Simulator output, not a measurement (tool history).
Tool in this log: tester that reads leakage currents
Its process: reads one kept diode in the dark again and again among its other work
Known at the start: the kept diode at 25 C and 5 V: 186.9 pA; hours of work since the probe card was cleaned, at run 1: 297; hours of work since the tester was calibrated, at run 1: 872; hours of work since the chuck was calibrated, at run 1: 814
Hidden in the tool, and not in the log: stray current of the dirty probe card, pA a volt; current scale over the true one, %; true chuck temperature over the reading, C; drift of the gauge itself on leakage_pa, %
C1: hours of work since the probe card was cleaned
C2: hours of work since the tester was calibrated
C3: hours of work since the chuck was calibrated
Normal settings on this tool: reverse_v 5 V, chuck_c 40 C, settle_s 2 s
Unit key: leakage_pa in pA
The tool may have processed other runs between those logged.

run 1 hour=0 | reverse_v=5 chuck_c=40 settle_s=2 | C1=297 C2=872 C3=814 | leakage_pa=542.52
run 2 hour=36.3 | reverse_v=5 chuck_c=40 settle_s=2 | C1=324 C2=899 C3=841 | leakage_pa=545.5
run 3 hour=83.2 | reverse_v=5 chuck_c=21 settle_s=2 | C1=359 C2=934 C3=876 | leakage_pa=144.85
run 4 hour=129.5 | reverse_v=5 chuck_c=21 settle_s=2 | C1=394 C2=968 C3=911 | leakage_pa=144.99
run 5 hour=176.3 | reverse_v=5 chuck_c=21 settle_s=2 | C1=429 C2=1003 C3=946 | leakage_pa=145.17
run 6 hour=209.7 | reverse_v=5 chuck_c=40 settle_s=8.43 | C1=453 C2=1028 C3=970 | leakage_pa=548.88
run 7 hour=246.5 | reverse_v=5 chuck_c=40 settle_s=8.43 | C1=481 C2=1055 C3=998 | leakage_pa=551.03
run 8 hour=271.8 | reverse_v=5 chuck_c=46 settle_s=2 | C1=500 C2=1074 C3=1017 | leakage_pa=808.72
run 9 hour=295 | reverse_v=5 chuck_c=46 settle_s=2 | C1=517 C2=1092 C3=1034 | leakage_pa=815.04
run 10 hour=324.5 | reverse_v=5 chuck_c=58 settle_s=2 | C1=539 C2=1114 C3=1056 | leakage_pa=1698.64
run 11 hour=381.8 | reverse_v=5 chuck_c=40 settle_s=2 | C1=582 C2=1156 C3=1099 | leakage_pa=551.27
run 12 hour=432.7 | reverse_v=5 chuck_c=40 settle_s=2 | C1=620 C2=1194 C3=1137 | leakage_pa=550.27
run 13 hour=457.1 | reverse_v=5 chuck_c=40 settle_s=2 | C1=638 C2=1212 C3=1155 | leakage_pa=547.35
run 14 hour=503.7 | reverse_v=5 chuck_c=40 settle_s=1 | C1=673 C2=1247 C3=1190 | leakage_pa=552.08
run 15 hour=535.8 | reverse_v=5 chuck_c=40 settle_s=1 | C1=696 C2=1271 C3=1214 | leakage_pa=554.04
run 16 hour=575.2 | reverse_v=5 chuck_c=40 settle_s=1 | C1=726 C2=1300 C3=1243 | leakage_pa=555.57
run 17 hour=632.1 | reverse_v=5 chuck_c=40 settle_s=1 | C1=768 C2=1343 C3=1285 | leakage_pa=555.07
run 18 hour=666.4 | reverse_v=5 chuck_c=40 settle_s=0.52 | C1=794 C2=1368 C3=1311 | leakage_pa=557.3
run 19 hour=705.1 | reverse_v=5 chuck_c=40 settle_s=2 | C1=823 C2=1397 C3=1340 | leakage_pa=554.51
run 20 hour=736.5 | reverse_v=5 chuck_c=40 settle_s=2 | C1=846 C2=1421 C3=1363 | leakage_pa=554.3
run 21 hour=793 | reverse_v=5 chuck_c=40 settle_s=2 | C1=888 C2=1463 C3=1405 | leakage_pa=557.43
run 22 hour=833.6 | reverse_v=5 chuck_c=40 settle_s=2 | C1=919 C2=1493 C3=1436 | leakage_pa=555.54
run 23 hour=883.1 | reverse_v=2.68 chuck_c=45 settle_s=5.79 | C1=955 C2=1530 C3=1472 | leakage_pa=579.82
run 24 hour=907 | reverse_v=2.7 chuck_c=40 settle_s=1.92 | C1=973 C2=1548 C3=1490 | leakage_pa=420.39
run 25 hour=948.2 | reverse_v=5 chuck_c=49 settle_s=2 | C1=1004 C2=1578 C3=1521 | leakage_pa=995.93
run 26 hour=985.8 | reverse_v=4.89 chuck_c=25 settle_s=0.45 | C1=1032 C2=1607 C3=1549 | leakage_pa=200.21
run 27 hour=1028.4 | reverse_v=4.89 chuck_c=25 settle_s=0.45 | C1=1064 C2=1638 C3=1581 | leakage_pa=199.66
-- hour=1033.8 tester calibrated
run 28 hour=1062.3 | reverse_v=4.89 chuck_c=25 settle_s=0.45 | C1=1088 C2=21 C3=1605 | leakage_pa=198.02
run 29 hour=1089.5 | reverse_v=4.89 chuck_c=25 settle_s=0.45 | C1=1108 C2=42 C3=1625 | leakage_pa=200.44
run 30 hour=1145.1 | reverse_v=4.89 chuck_c=20 settle_s=0.45 | C1=1149 C2=83 C3=1666 | leakage_pa=139.3
run 31 hour=1194 | reverse_v=2.06 chuck_c=45 settle_s=7.12 | C1=1186 C2=119 C3=1703 | leakage_pa=517.46
run 32 hour=1228.1 | reverse_v=5 chuck_c=22 settle_s=4.68 | C1=1211 C2=145 C3=1728 | leakage_pa=162.88
run 33 hour=1279.2 | reverse_v=1.95 chuck_c=40 settle_s=7.28 | C1=1249 C2=183 C3=1766 | leakage_pa=364.41
-- hour=1310.1 tester calibrated, once more
run 34 hour=1325.6 | reverse_v=1.84 chuck_c=40 settle_s=2.19 | C1=1282 C2=12 C3=1799 | leakage_pa=366.05
run 35 hour=1366.9 | reverse_v=1.26 chuck_c=38 settle_s=1.17 | C1=1313 C2=42 C3=1830 | leakage_pa=270.13
run 36 hour=1408.1 | reverse_v=2.73 chuck_c=22 settle_s=1.63 | C1=1344 C2=73 C3=1861 | leakage_pa=126.17
run 37 hour=1456.6 | reverse_v=3.41 chuck_c=59 settle_s=9.84 | C1=1380 C2=109 C3=1897 | leakage_pa=1569.3
run 38 hour=1498.3 | reverse_v=2.69 chuck_c=57 settle_s=9.89 | C1=1411 C2=140 C3=1928 | leakage_pa=1254.02
run 39 hour=1525.3 | reverse_v=5 chuck_c=52 settle_s=2 | C1=1431 C2=160 C3=1948 | leakage_pa=1231.56

Each row is a separate what-if for the run after 39, all from the same tool condition, not one after another. Results?
run A hour=1570.7 | reverse_v=1.45 chuck_c=24 settle_s=2 | C1=1465 C2=194 C3=1982 | leakage_pa=?
run B hour=1570.7 | reverse_v=5 chuck_c=40 settle_s=0.92 | C1=1465 C2=194 C3=1982 | leakage_pa=?
run C hour=1570.7 | reverse_v=9.9 chuck_c=38 settle_s=2 | C1=1465 C2=194 C3=1982 | leakage_pa=?
run D hour=1570.7 | reverse_v=5 chuck_c=39 settle_s=2 | C1=1465 C2=194 C3=1982 | leakage_pa=?

run=A leakage_pa=109.65
run=B leakage_pa=578.74
run=C leakage_pa=695.77
run=D leakage_pa=542.7
With no hidden state in the tool, these same runs would have given:
run=A leakage_pa=99.49
run=B leakage_pa=532.86
run=C leakage_pa=634.66
run=D leakage_pa=499
